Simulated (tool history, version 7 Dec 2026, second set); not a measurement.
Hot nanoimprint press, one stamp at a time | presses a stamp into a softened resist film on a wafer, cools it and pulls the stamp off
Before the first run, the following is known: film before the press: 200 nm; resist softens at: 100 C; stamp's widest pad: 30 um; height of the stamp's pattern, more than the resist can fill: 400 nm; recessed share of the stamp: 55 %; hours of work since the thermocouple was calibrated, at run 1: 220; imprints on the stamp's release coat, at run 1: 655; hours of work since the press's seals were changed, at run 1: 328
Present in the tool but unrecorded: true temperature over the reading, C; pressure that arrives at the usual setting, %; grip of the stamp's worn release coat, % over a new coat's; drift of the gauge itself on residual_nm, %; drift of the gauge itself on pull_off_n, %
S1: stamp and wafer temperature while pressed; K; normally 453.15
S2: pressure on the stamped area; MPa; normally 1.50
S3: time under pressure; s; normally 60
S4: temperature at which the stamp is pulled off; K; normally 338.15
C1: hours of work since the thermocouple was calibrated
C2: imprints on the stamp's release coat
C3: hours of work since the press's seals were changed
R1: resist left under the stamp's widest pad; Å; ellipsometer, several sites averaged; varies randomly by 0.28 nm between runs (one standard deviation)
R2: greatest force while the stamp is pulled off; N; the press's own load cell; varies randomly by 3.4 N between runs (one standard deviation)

Run 1, hour 0.0: usual settings; C1 220; C2 655; C3 328. Result: R1 755 Å, R2 225 N.
Run 2, hour 8.6: usual settings; C1 226; C2 683; C3 334. Result: R1 752 Å, R2 229 N.
Run 3, hour 14.1: usual settings but S2 2.36 MPa; C1 230; C2 701; C3 338. Result: R1 605 Å, R2 227 N.
Run 4, hour 19.4: usual settings but S3 32 s; C1 234; C2 718; C3 342. Result: R1 960 Å, R2 230 N.
Run 5, hour 30.5: usual settings; C1 242; C2 754; C3 350. Result: R1 749 Å, R2 225 N.
Run 6, hour 42.7: usual settings but S2 1.77 MPa; C1 251; C2 794; C3 359. Result: R1 694 Å, R2 230 N.
Run 7, hour 49.9: usual settings but S2 1.77 MPa; C1 256; C2 817; C3 364. Result: R1 694 Å, R2 226 N.
Run 8, hour 60.5: usual settings; C1 264; C2 852; C3 372. Result: R1 758 Å, R2 229 N.
Run 9, hour 71.0: usual settings; C1 271; C2 886; C3 380. Result: R1 749 Å, R2 232 N.
At hour 77.8: stamp cleaned and given a new release coat.
Run 10, hour 86.7: usual settings; C1 278; C2 29; C3 387. Result: R1 752 Å, R2 212 N.
Run 11, hour 98.2: usual settings; C1 287; C2 66; C3 395. Result: R1 749 Å, R2 206 N.
Run 12, hour 109.2: usual settings but S4 334.15 K; C1 295; C2 102; C3 403. Result: R1 747 Å, R2 219 N.
Run 13, hour 121.0: usual settings but S4 334.15 K; C1 303; C2 140; C3 412. Result: R1 751 Å, R2 221 N.
Run 14, hour 127.9: usual settings but S4 334.15 K; C1 308; C2 163; C3 417. Result: R1 749 Å, R2 223 N.
Run 15, hour 135.7: usual settings but S4 334.15 K; C1 314; C2 188; C3 422. Result: R1 746 Å, R2 225 N.
Run 16, hour 140.8: usual settings but S1 459.15 K, S2 2.29 MPa, S3 38 s, S4 332.15 K; C1 318; C2 205; C3 426. Result: R1 616 Å, R2 228 N.
Run 17, hour 146.2: usual settings but S2 1.38 MPa; C1 322; C2 223; C3 430. Result: R1 782 Å, R2 216 N.
Run 18, hour 151.7: usual settings but S3 66 s, S4 327.15 K; C1 326; C2 241; C3 434. Result: R1 720 Å, R2 251 N.
Run 19, hour 161.1: usual settings but S3 66 s, S4 327.15 K; C1 332; C2 271; C3 441. Result: R1 722 Å, R2 246 N.
Run 20, hour 172.2: usual settings but S1 455.15 K, S4 340.15 K; C1 340; C2 307; C3 449. Result: R1 698 Å, R2 209 N.
Run 21, hour 180.8: usual settings but S1 446.15 K, S3 79 s, S4 340.15 K; C1 347; C2 335; C3 455. Result: R1 836 Å, R2 210 N.
Run 22, hour 190.2: usual settings but S1 446.15 K, S2 1.31 MPa, S3 79 s, S4 343.15 K; C1 354; C2 366; C3 462. Result: R1 890 Å, R2 202 N.
Run 23, hour 197.6: usual settings but S1 459.15 K, S3 59 s; C1 359; C2 390; C3 467. Result: R1 627 Å, R2 214 N.
Run 24, hour 209.2: usual settings but S1 454.15 K, S3 59 s; C1 367; C2 428; C3 476. Result: R1 733 Å, R2 216 N.
Run 25, hour 216.3: usual settings but S1 454.15 K, S3 59 s; C1 373; C2 451; C3 481. Result: R1 728 Å, R2 218 N.
Run 26, hour 227.5: usual settings but S4 327.15 K; C1 381; C2 488; C3 489. Result: R1 749 Å, R2 241 N.
Run 27, hour 236.1: usual settings but S1 458.15 K, S2 1.05 MPa, S3 63 s, S4 344.15 K; C1 387; C2 516; C3 496. Result: R1 746 Å, R2 203 N.
Run 28, hour 242.4: usual settings but S1 448.15 K, S2 1.03 MPa, S3 99 s, S4 344.15 K; C1 392; C2 536; C3 500. Result: R1 847 Å, R2 207 N.
Run 29, hour 249.9: usual settings but S1 448.15 K, S2 1.03 MPa, S3 99 s, S4 344.15 K; C1 397; C2 561; C3 506. Result: R1 841 Å, R2 208 N.
Run 30, hour 259.1: usual settings but S1 446.15 K, S3 53 s, S4 326.15 K; C1 404; C2 591; C3 512. Result: R1 978 Å, R2 252 N.

Below are 3 alternative next runs, each starting from the tool's condition after run 30. Predict each:
Run A, hour 271.1: usual settings but S2 1.70 MPa; C1 412; C2 630; C3 521. Result: R1 ?, R2 ?.
Run B, hour 271.1: usual settings but S1 455.15 K, S2 0.94 MPa; C1 412; C2 630; C3 521. Result: R1 ?, R2 ?.
Run C, hour 271.1: usual settings but S1 460.15 K, S2 1.28 MPa, S3 53 s, S4 324.15 K; C1 412; C2 630; C3 521. Result: R1 ?, R2 ?.

run   R1   R2
  A  707  217
  B  874  219
  C  684  256
Had the tool no hidden state, the same runs would have come out as:
run   R1   R2
  A  715  204
  B  886  206
  C  692  241
